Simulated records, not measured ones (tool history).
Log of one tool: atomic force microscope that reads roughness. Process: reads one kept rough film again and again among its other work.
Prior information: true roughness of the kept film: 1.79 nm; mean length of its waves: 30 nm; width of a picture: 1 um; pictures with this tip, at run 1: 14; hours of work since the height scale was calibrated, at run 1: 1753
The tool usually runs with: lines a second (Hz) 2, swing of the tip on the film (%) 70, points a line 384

run,hour,lines a second (Hz),swing of the tip on the film (%),points a line,pictures with this tip,hours of work since the height scale was calibrated,roughness of the kept film (nm (root mean square))
1,0,2,70,384,14,1753,1.504
2,60.2,2,70,384,148,1795,1.503
# hour 103: new tip fitted
3,109.9,2,70,384,16,1829,1.51
4,182.6,2,70,384,178,1879,1.506
# hour 211.4: new tip fitted
# hour 245.1: height scale calibrated on a step standard
5,250.8,2,70,384,86,4,1.515
6,283.2,2,70,384,159,26,1.495
# hour 321.6: new tip fitted
7,332.1,2,70,384,24,60,1.499
8,369.4,2,70,384,107,86,1.507
9,426.2,2,63,384,234,125,1.562
# hour 433.6: new tip fitted
10,498.4,2,70,581,144,175,1.515
# hour 541.6: new tip fitted
11,551.4,2,70,581,22,211,1.523
12,610.2,2,59,488,153,252,1.595
# hour 651.2: new tip fitted
13,664.2,2.35,70,722,29,289,1.491
14,707.1,1.66,56,718,125,318,1.625
# hour 759.1: new tip fitted
15,781.1,1.66,56,718,49,369,1.625
16,851.2,2.91,66,807,206,418,1.495
# hour 868.2: new tip fitted
17,905.2,2.91,66,807,83,455,1.48
18,944.7,2.51,73,384,171,482,1.425
# hour 978.3: new tip fitted
19,1013.7,2,70,923,79,529,1.521
20,1051.7,2,70,923,164,556,1.515

For each entry between runs, how does the tool's hidden state at the last listed run before it compare with that at the first listed run after it?
In the gap between runs 2 and 3: new tip fitted (hour 103)
  radius of the tip, nm: 7.2 -> 7; height scale over the true one, %: -0.05 -> -0.06
In the gap between runs 4 and 5: new tip fitted (hour 211.4); height scale calibrated on a step standard (hour 245.1)
  radius of the tip, nm: 7.2 -> 7.1; height scale over the true one, %: -0.06 -> 0
In the gap between runs 6 and 7: new tip fitted (hour 321.6)
  radius of the tip, nm: 7.2 -> 7
In the gap between runs 9 and 10: new tip fitted (hour 433.6)
  radius of the tip, nm: 7.3 -> 7.2
In the gap between runs 10 and 11: new tip fitted (hour 541.6)
  radius of the tip, nm: 7.2 -> 7
In the gap between runs 12 and 13: new tip fitted (hour 651.2)
  radius of the tip, nm: 7.2 -> 7
In the gap between runs 14 and 15: new tip fitted (hour 759.1)
  radius of the tip, nm: 7.2 -> 7.1
In the gap between runs 16 and 17: new tip fitted (hour 868.2)
  radius of the tip, nm: 7.3 -> 7.1
In the gap between runs 18 and 19: new tip fitted (hour 978.3)
  radius of the tip, nm: 7.2 -> 7.1
